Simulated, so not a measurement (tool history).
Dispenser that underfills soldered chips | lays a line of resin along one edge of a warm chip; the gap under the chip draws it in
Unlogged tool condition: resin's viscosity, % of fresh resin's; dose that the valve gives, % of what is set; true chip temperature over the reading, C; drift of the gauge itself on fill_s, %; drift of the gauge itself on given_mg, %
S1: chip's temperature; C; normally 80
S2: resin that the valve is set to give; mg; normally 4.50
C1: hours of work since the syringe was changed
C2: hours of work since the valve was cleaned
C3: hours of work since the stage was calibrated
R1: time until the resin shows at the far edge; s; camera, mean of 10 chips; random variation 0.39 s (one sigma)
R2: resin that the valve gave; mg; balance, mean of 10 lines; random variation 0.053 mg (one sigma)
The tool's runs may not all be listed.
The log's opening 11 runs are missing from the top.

run	hour	S1	S2	C1	C2	C3	R1	R2
# hour 121.1: new syringe of resin
12	121.7	80	4.98	0	72	141	25.3	4.65
# hour 135.1: new syringe of resin
13	137.0	80	4.98	1	82	152	25.9	4.59
# hour 148.5: new syringe of resin
# hour 154.3: dispensing valve cleaned and set on the balance
14	154.3	80	4.50	3	0	163	32.1	4.49
# hour 162.6: new syringe of resin
15	165.5	80	4.50	2	8	171	28.6	4.49
16	172.3	80	4.50	7	13	176	38.1	4.46
# hour 175.7: new syringe of resin
17	180.5	80	4.50	3	18	181	29.6	4.53
# hour 189.1: new syringe of resin
18	196.3	74	3.86	5	29	192	43.9	3.81
# hour 203.0: new syringe of resin
19	210.1	84	4.50	5	39	202	30.5	4.31
# hour 217.0: new syringe of resin
20	225.4	84	4.50	6	49	213	32.9	4.33
# hour 231.2: new syringe of resin
21	241.0	84	4.50	7	60	223	36.0	4.28
# hour 244.3: new syringe of resin
22	252.6	68	4.50	6	68	231	53.8	4.16
# hour 258.2: new syringe of resin
23	263.6	71	4.75	4	76	239	41.3	4.50
# hour 271.4: new syringe of resin
24	275.2	77	4.78	3	84	247	33.1	4.50
25	282.5	73	4.84	8	89	252	52.5	4.55
# hour 284.7: new syringe of resin
# hour 290.3: dispensing valve cleaned and set on the balance
26	297.6	67	4.50	8	5	262	68.8	4.45
# hour 299.2: new syringe of resin
27	311.5	67	4.50	9	15	272	69.4	4.44
# hour 313.2: new syringe of resin
# hour 327.0: new syringe of resin
28	327.6	74	4.50	0	26	283	31.7	4.26
29	339.1	74	4.50	9	34	291	53.5	4.25
# hour 340.5: new syringe of resin
30	348.8	84	4.98	6	41	297	32.3	4.77
# hour 353.8: new syringe of resin
# hour 363.5: stage's temperature calibrated
31	365.3	94	4.50	8	51	1	26.2	4.20
# hour 367.8: new syringe of resin
32	380.0	94	5.78	9	62	12	27.2	5.45
# hour 381.2: new syringe of resin
33	392.1	90	4.44	8	70	20	30.2	4.24
# hour 394.5: new syringe of resin
34	400.3	89	5.60	4	76	25	23.6	5.28

Each row is a separate what-if for the run after 34, all from the same tool condition, not one after another. Results?
# hour 408.2: new syringe of resin
A	408.2	71	5.85	0	81	31	?	?
# hour 408.2: new syringe of resin
B	408.2	68	4.66	0	81	31	?	?
# hour 408.2: new syringe of resin
C	408.2	66	4.11	0	81	31	?	?

run	R1	R2
A	32.1	5.37
B	36.9	4.26
C	39.5	3.82
Without the tool's hidden state the same runs would have given:
run	R1	R2
A	31.6	5.81
B	36.0	4.61
C	38.2	4.13

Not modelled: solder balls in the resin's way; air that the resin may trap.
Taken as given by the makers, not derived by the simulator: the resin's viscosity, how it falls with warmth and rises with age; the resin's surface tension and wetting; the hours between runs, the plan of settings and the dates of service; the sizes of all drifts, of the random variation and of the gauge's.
